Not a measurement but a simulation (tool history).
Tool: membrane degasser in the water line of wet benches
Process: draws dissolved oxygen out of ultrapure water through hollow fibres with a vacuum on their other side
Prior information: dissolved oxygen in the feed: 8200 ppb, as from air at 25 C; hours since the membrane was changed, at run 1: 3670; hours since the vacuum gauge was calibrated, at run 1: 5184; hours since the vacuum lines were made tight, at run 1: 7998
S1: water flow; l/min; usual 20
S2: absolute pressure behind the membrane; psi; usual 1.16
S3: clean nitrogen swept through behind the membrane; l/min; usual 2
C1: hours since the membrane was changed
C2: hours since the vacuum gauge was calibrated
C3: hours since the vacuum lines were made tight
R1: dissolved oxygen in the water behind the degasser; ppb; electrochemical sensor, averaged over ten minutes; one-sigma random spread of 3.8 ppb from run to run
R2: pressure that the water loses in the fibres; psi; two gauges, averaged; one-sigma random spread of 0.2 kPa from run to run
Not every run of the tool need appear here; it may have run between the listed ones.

run 1 hour=0 | S1=20 S2=1.16 S3=2 | C1=3670 C2=5184 C3=7998 | R1=378.5 R2=6.508
run 2 hour=86 | S1=20 S2=1.16 S3=2 | C1=3756 C2=5270 C3=8084 | R1=373.9 R2=6.538
run 3 hour=196.8 | S1=20 S2=1.16 S3=2 | C1=3867 C2=5381 C3=8194 | R1=377.7 R2=6.514
run 4 hour=260.4 | S1=20 S2=1.16 S3=1.37 | C1=3930 C2=5444 C3=8258 | R1=426.4 R2=6.502
run 5 hour=361 | S1=28 S2=1.16 S3=1.37 | C1=4031 C2=5545 C3=8359 | R1=799.1 R2=9.02
run 6 hour=433.3 | S1=20 S2=1.16 S3=2 | C1=4103 C2=5617 C3=8431 | R1=379.3 R2=6.519
run 7 hour=504.3 | S1=19 S2=1.16 S3=2 | C1=4174 C2=5688 C3=8502 | R1=342.2 R2=6.229
run 8 hour=620.6 | S1=19 S2=1.16 S3=2 | C1=4291 C2=5805 C3=8618 | R1=335.2 R2=6.209
-- hour=710.5 vacuum gauge calibrated
run 9 hour=714.3 | S1=19 S2=1.16 S3=2 | C1=4384 C2=4 C3=8711 | R1=345.1 R2=6.203
run 10 hour=762.9 | S1=20 S2=2.283 S3=2 | C1=4432 C2=52 C3=8760 | R1=547.1 R2=6.464
run 11 hour=817.6 | S1=20 S2=2.283 S3=2 | C1=4487 C2=107 C3=8815 | R1=549.1 R2=6.53
run 12 hour=877.3 | S1=20 S2=2.283 S3=2 | C1=4547 C2=167 C3=8874 | R1=530.2 R2=6.582
-- hour=950.8 seals of the vacuum lines changed
run 13 hour=987 | S1=20 S2=2.419 S3=2 | C1=4655 C2=275 C3=36 | R1=556.4 R2=6.521
run 14 hour=1039.9 | S1=20 S2=0.893 S3=2 | C1=4707 C2=327 C3=89 | R1=339.9 R2=6.53
run 15 hour=1118.9 | S1=25 S2=1.102 S3=2 | C1=4786 C2=406 C3=168 | R1=595.6 R2=8.113
run 16 hour=1234.7 | S1=25 S2=1.102 S3=2 | C1=4902 C2=522 C3=284 | R1=584.2 R2=8.206
run 17 hour=1293.7 | S1=26 S2=1.102 S3=1.63 | C1=4961 C2=581 C3=343 | R1=662 R2=8.425
run 18 hour=1354.8 | S1=26 S2=1.102 S3=1.63 | C1=5022 C2=642 C3=404 | R1=667.1 R2=8.43
run 19 hour=1435.9 | S1=30 S2=1.131 S3=2.37 | C1=5103 C2=723 C3=485 | R1=813.4 R2=9.726
run 20 hour=1507.2 | S1=13 S2=0.924 S3=2.37 | C1=5175 C2=795 C3=556 | R1=106.6 R2=4.226
run 21 hour=1608 | S1=19 S2=0.924 S3=5.53 | C1=5276 C2=895 C3=657 | R1=263.3 R2=6.176
run 22 hour=1677.6 | S1=30 S2=2.498 S3=1.06 | C1=5345 C2=965 C3=727 | R1=1364.5 R2=9.834
run 23 hour=1788.7 | S1=29 S2=1.16 S3=2.15 | C1=5456 C2=1076 C3=838 | R1=794.8 R2=9.451
run 24 hour=1888.3 | S1=32 S2=1.16 S3=2 | C1=5556 C2=1176 C3=938 | R1=949.4 R2=10.364
run 25 hour=1975 | S1=13 S2=1.102 S3=2.06 | C1=5643 C2=1262 C3=1024 | R1=132.2 R2=4.218
run 26 hour=2071.2 | S1=20 S2=1.178 S3=1.49 | C1=5739 C2=1359 C3=1120 | R1=416.2 R2=6.476
run 27 hour=2167.8 | S1=20 S2=1.178 S3=1.49 | C1=5835 C2=1455 C3=1217 | R1=416.1 R2=6.483

Predict each of these 3 candidate next runs independently; none follows another, all start after run 27:
run A hour=2256 | S1=15 S2=1.178 S3=1.49 | C1=5924 C2=1543 C3=1305 | R1=? R2=?
run B hour=2256 | S1=20 S2=1.961 S3=1 | C1=5924 C2=1543 C3=1305 | R1=? R2=?
run C hour=2256 | S1=28 S2=1.163 S3=1.49 | C1=5924 C2=1543 C3=1305 | R1=? R2=?

run=A R1=222.2 R2=4.888
run=B R1=695.2 R2=6.501
run=C R1=796.7 R2=9.101
Stripped of hidden state, with their random variation kept, the same runs would have yielded:
run=A R1=221.7 R2=4.883
run=B R1=694.3 R2=6.496
run=C R1=795.2 R2=9.092
